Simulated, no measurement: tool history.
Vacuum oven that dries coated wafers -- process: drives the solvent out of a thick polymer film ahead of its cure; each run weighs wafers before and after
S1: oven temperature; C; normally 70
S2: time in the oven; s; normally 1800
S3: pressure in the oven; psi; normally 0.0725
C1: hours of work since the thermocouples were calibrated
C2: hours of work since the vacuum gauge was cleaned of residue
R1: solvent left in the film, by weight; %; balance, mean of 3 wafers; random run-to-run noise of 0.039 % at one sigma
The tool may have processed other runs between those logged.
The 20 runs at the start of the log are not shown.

run,hour,S1,S2,S3,C1,C2,R1
21,217.7,64,1380,0.1062,22,399,3.24
22,225.1,70,1620,0.0725,26,403,1.18
23,236.9,70,1620,0.0725,32,409,1.22
24,243.5,70,2220,0.0497,36,413,0.55
25,257.8,70,1800,0.172,44,421,1.3
26,267.5,70,1800,0.172,49,426,1.28
27,273.9,70,1800,0.1562,53,430,1.15
28,280.6,70,1800,0.1562,57,434,1.23
29,294.2,70,1800,0.1562,64,441,1.25
30,301.8,70,1680,0.1562,68,446,1.36
31,309.2,70,1680,0.0843,72,450,1.17
32,322.4,74,1680,0.0698,80,457,0.61

Here are 5 independent what-if runs from the current tool condition. What would each one return?
A,335.5,83,1680,0.0698,87,464,?
B,335.5,74,2100,0.0698,87,464,?
C,335.5,70,1620,0.0719,87,464,?
D,335.5,70,1800,0.0776,87,464,?
E,335.5,76,1020,0.0725,87,464,?

run,R1
A,0.27
B,0.39
C,1.13
D,0.93
E,1.34
What these runs would have given with no unlogged condition in the tool:
run,R1
A,0.21
B,0.31
C,0.98
D,0.79
E,1.2
